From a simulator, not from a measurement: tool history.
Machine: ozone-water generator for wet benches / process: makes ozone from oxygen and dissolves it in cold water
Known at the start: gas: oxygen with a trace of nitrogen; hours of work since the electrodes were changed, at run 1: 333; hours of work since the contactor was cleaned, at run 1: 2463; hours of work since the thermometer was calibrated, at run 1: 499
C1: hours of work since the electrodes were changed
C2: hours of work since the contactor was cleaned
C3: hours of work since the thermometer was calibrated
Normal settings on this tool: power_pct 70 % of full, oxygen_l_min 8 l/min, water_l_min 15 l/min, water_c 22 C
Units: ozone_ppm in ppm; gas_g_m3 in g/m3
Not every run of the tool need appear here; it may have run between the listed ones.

run 1 hour=0 | power_pct=70 oxygen_l_min=8 water_l_min=15 water_c=22 | C1=333 C2=2463 C3=499 | ozone_ppm=24.1 gas_g_m3=176.1
run 2 hour=15.5 | power_pct=70 oxygen_l_min=8 water_l_min=15 water_c=22 | C1=345 C2=2475 C3=511 | ozone_ppm=24.7 gas_g_m3=177.2
run 3 hour=42.2 | power_pct=70 oxygen_l_min=8 water_l_min=15 water_c=22 | C1=365 C2=2496 C3=531 | ozone_ppm=24.6 gas_g_m3=175.7
run 4 hour=69.2 | power_pct=70 oxygen_l_min=8 water_l_min=15 water_c=22 | C1=386 C2=2516 C3=552 | ozone_ppm=24.5 gas_g_m3=175
run 5 hour=82.9 | power_pct=70 oxygen_l_min=8 water_l_min=15 water_c=22 | C1=396 C2=2527 C3=563 | ozone_ppm=24.5 gas_g_m3=174
run 6 hour=108.2 | power_pct=70 oxygen_l_min=8 water_l_min=15 water_c=22 | C1=416 C2=2546 C3=582 | ozone_ppm=24.6 gas_g_m3=174.9
run 7 hour=125.6 | power_pct=70 oxygen_l_min=8 water_l_min=15 water_c=22 | C1=429 C2=2559 C3=595 | ozone_ppm=24.6 gas_g_m3=174.9
run 8 hour=152.5 | power_pct=70 oxygen_l_min=8 water_l_min=15 water_c=22 | C1=450 C2=2580 C3=616 | ozone_ppm=24.5 gas_g_m3=176.6
run 9 hour=169 | power_pct=70 oxygen_l_min=8 water_l_min=15 water_c=22 | C1=462 C2=2592 C3=628 | ozone_ppm=24.2 gas_g_m3=174.9
run 10 hour=199.6 | power_pct=47 oxygen_l_min=8.55 water_l_min=15 water_c=15 | C1=485 C2=2616 C3=652 | ozone_ppm=22.1 gas_g_m3=134.2
run 11 hour=227.3 | power_pct=70 oxygen_l_min=5.72 water_l_min=15 water_c=22 | C1=507 C2=2637 C3=673 | ozone_ppm=23.6 gas_g_m3=194.5
run 12 hour=246.1 | power_pct=56 oxygen_l_min=4.99 water_l_min=20 water_c=15 | C1=521 C2=2651 C3=687 | ozone_ppm=18.1 gas_g_m3=173.7
run 13 hour=271.6 | power_pct=56 oxygen_l_min=4.99 water_l_min=20 water_c=15 | C1=540 C2=2671 C3=707 | ozone_ppm=18 gas_g_m3=176.2
run 14 hour=290.2 | power_pct=52 oxygen_l_min=5.03 water_l_min=10 water_c=15 | C1=555 C2=2685 C3=721 | ozone_ppm=28.3 gas_g_m3=167.6
run 15 hour=321.3 | power_pct=93 oxygen_l_min=5.15 water_l_min=13 water_c=22 | C1=578 C2=2708 C3=744 | ozone_ppm=30.5 gas_g_m3=242.7
run 16 hour=350.7 | power_pct=66 oxygen_l_min=13.63 water_l_min=21 water_c=23 | C1=601 C2=2731 C3=767 | ozone_ppm=19 gas_g_m3=141.2

4 options for the next run, each taken on its own from the tool as it stands now. Forecast them:
run A hour=379.3 | power_pct=80 oxygen_l_min=5.94 water_l_min=15 water_c=22 | C1=623 C2=2753 C3=789 | ozone_ppm=? gas_g_m3=?
run B hour=379.3 | power_pct=45 oxygen_l_min=13.63 water_l_min=18 water_c=23 | C1=623 C2=2753 C3=789 | ozone_ppm=? gas_g_m3=?
run C hour=379.3 | power_pct=83 oxygen_l_min=13.63 water_l_min=21 water_c=23 | C1=623 C2=2753 C3=789 | ozone_ppm=? gas_g_m3=?
run D hour=379.3 | power_pct=70 oxygen_l_min=6.17 water_l_min=13 water_c=25 | C1=623 C2=2753 C3=789 | ozone_ppm=? gas_g_m3=?

run=A ozone_ppm=25.7 gas_g_m3=207.6
run=B ozone_ppm=16 gas_g_m3=110.5
run=C ozone_ppm=21.8 gas_g_m3=164.7
run=D ozone_ppm=24.4 gas_g_m3=192.5
Without the tool's hidden state the same runs would have given:
run=A ozone_ppm=27.7 gas_g_m3=213.4
run=B ozone_ppm=17.1 gas_g_m3=112.5
run=C ozone_ppm=23.6 gas_g_m3=169.4
run=D ozone_ppm=26 gas_g_m3=197.4

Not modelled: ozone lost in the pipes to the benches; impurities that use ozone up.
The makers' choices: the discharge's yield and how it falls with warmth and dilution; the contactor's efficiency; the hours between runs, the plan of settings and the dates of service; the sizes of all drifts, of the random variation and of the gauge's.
